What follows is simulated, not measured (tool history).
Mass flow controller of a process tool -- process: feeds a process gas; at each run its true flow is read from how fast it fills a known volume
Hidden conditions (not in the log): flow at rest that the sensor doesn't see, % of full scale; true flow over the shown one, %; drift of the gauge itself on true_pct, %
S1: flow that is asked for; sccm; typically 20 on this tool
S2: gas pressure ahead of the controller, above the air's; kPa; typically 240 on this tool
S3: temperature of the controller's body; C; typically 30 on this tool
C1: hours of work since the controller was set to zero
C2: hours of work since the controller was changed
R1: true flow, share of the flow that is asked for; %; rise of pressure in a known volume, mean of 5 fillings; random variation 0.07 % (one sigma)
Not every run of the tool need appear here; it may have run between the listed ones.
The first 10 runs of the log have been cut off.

{"run": 11, "hour": 3430.5, "S1": 20, "S2": 240, "S3": 30, "C1": 4008, "C2": 4008, "R1": 98.14}
{"run": 12, "hour": 3748.4, "S1": 20, "S2": 205, "S3": 30, "C1": 4176, "C2": 4176, "R1": 97.8}
{"run": 13, "hour": 4063.6, "S1": 20, "S2": 205, "S3": 30, "C1": 4343, "C2": 4343, "R1": 97.93}
{"run": 14, "hour": 4434.3, "S1": 20, "S2": 240, "S3": 38, "C1": 4539, "C2": 4539, "R1": 97.35}
{"run": 15, "hour": 4725.6, "S1": 20, "S2": 234, "S3": 38, "C1": 4693, "C2": 4693, "R1": 97.36}
{"run": 16, "hour": 4916.0, "S1": 20, "S2": 234, "S3": 38, "C1": 4794, "C2": 4794, "R1": 97.34}
{"run": 17, "hour": 5157.4, "S1": 20, "S2": 234, "S3": 38, "C1": 4922, "C2": 4922, "R1": 97.4}
{"run": 18, "hour": 5541.4, "S1": 20, "S2": 234, "S3": 38, "C1": 5125, "C2": 5125, "R1": 97.26}
{"run": 19, "hour": 5974.1, "S1": 20, "S2": 234, "S3": 38, "C1": 5354, "C2": 5354, "R1": 97.23}
{"run": 20, "hour": 6317.9, "S1": 20, "S2": 234, "S3": 38, "C1": 5536, "C2": 5536, "R1": 97.23}
{"run": 21, "hour": 6698.7, "S1": 20, "S2": 234, "S3": 38, "C1": 5737, "C2": 5737, "R1": 97.28}
{"hour": 6851.9, "done": "controller's zero set anew"}
{"run": 22, "hour": 7137.5, "S1": 20, "S2": 234, "S3": 38, "C1": 151, "C2": 5969, "R1": 97.31}
{"run": 23, "hour": 7566.7, "S1": 20, "S2": 234, "S3": 38, "C1": 378, "C2": 6197, "R1": 97.32}
{"run": 24, "hour": 7760.8, "S1": 20, "S2": 234, "S3": 38, "C1": 481, "C2": 6299, "R1": 97.26}
{"run": 25, "hour": 8086.3, "S1": 20, "S2": 234, "S3": 38, "C1": 653, "C2": 6472, "R1": 97.24}
{"run": 26, "hour": 8276.5, "S1": 20, "S2": 234, "S3": 29, "C1": 754, "C2": 6572, "R1": 98}
{"run": 27, "hour": 8455.4, "S1": 37, "S2": 221, "S3": 24, "C1": 849, "C2": 6667, "R1": 99.51}
{"run": 28, "hour": 8659.0, "S1": 37, "S2": 221, "S3": 24, "C1": 957, "C2": 6775, "R1": 99.51}
{"run": 29, "hour": 8883.1, "S1": 16, "S2": 213, "S3": 36, "C1": 1075, "C2": 6893, "R1": 97.24}
{"run": 30, "hour": 9236.1, "S1": 16, "S2": 213, "S3": 36, "C1": 1262, "C2": 7080, "R1": 97.2}
{"run": 31, "hour": 9432.0, "S1": 7, "S2": 259, "S3": 22, "C1": 1366, "C2": 7184, "R1": 98.07}
{"run": 32, "hour": 9824.0, "S1": 16, "S2": 202, "S3": 29, "C1": 1573, "C2": 7391, "R1": 97.7}
{"run": 33, "hour": 10207.5, "S1": 20, "S2": 150, "S3": 26, "C1": 1776, "C2": 7594, "R1": 98}
{"run": 34, "hour": 10573.8, "S1": 20, "S2": 243, "S3": 30, "C1": 1970, "C2": 7788, "R1": 98.11}
{"run": 35, "hour": 10935.6, "S1": 20, "S2": 243, "S3": 30, "C1": 2161, "C2": 7980, "R1": 98.03}

Run 36 comes next. What will it give?
{"run": 36, "hour": 11280.1, "S1": 44, "S2": 250, "S3": 38, "C1": 2344, "C2": 8162, "R1": "?"}

Run 36 came out at R1 98.7 %.
The same run, on a tool lacking any hidden state, would have yielded R1 98.69 %.
